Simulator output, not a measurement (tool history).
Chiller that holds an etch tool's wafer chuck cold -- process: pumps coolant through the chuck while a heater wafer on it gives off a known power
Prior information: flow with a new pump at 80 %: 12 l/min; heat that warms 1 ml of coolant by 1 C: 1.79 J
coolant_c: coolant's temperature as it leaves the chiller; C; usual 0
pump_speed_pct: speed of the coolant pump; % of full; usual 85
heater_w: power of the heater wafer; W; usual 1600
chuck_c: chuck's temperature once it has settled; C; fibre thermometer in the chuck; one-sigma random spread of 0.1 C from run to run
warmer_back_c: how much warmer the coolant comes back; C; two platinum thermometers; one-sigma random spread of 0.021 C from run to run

| run | hour | coolant_c | pump_speed_pct | heater_w | chuck_c | warmer_back_c |
|---|---|---|---|---|---|---|
| 1 | 0 | 0 | 85 | 1600 | 14 | 4.3 |
| 2 | 229.2 | 0 | 85 | 2072 | 18.6 | 5.59 |
| 3 | 382.7 | 0 | 85 | 2072 | 18.6 | 5.56 |
| 4 | 511.4 | 0 | 85 | 2072 | 18.7 | 5.56 |
| 5 | 737.3 | 0 | 85 | 2072 | 18.6 | 5.56 |
| 6 | 830.9 | 0 | 85 | 2072 | 18.7 | 5.57 |
| 7 | 1001.6 | 0 | 85 | 817 | 7.1 | 2.17 |
|  | 1022.1 | coolant pump overhauled |
| 8 | 1159.1 | 0 | 85 | 817 | 7.4 | 2.26 |
|  | 1226.9 | chiller's thermometer calibrated |
| 9 | 1355.8 | 10 | 91 | 2161 | 29.2 | 5.5 |
| 10 | 1486.3 | 6 | 73 | 1600 | 23.4 | 5.16 |
| 11 | 1693.1 | 0 | 89 | 1692 | 15.5 | 4.42 |
| 12 | 1886 | 0 | 67 | 1010 | 11.9 | 3.57 |
| 13 | 2033.6 | 0 | 90 | 933 | 8.7 | 2.41 |
|  | 2141.2 | coolant pump overhauled, once more |
| 14 | 2195.8 | 0 | 85 | 1631 | 15.3 | 4.32 |

Predict each of these 3 candidate next runs independently; none follows another, all start after run 14:
| A | 2381.2 | 0 | 67 | 1631 | ? | ? |
| B | 2381.2 | 6 | 90 | 1749 | ? | ? |
| C | 2381.2 | -1 | 85 | 1631 | ? | ? |

| run | chuck_c | warmer_back_c |
|---|---|---|
| A | 18.8 | 5.52 |
| B | 21.9 | 4.36 |
| C | 14.4 | 4.33 |
What these runs would have given with no unlogged condition in the tool:
| run | chuck_c | warmer_back_c |
|---|---|---|
| A | 17.3 | 5.48 |
| B | 20.6 | 4.33 |
| C | 13.2 | 4.3 |
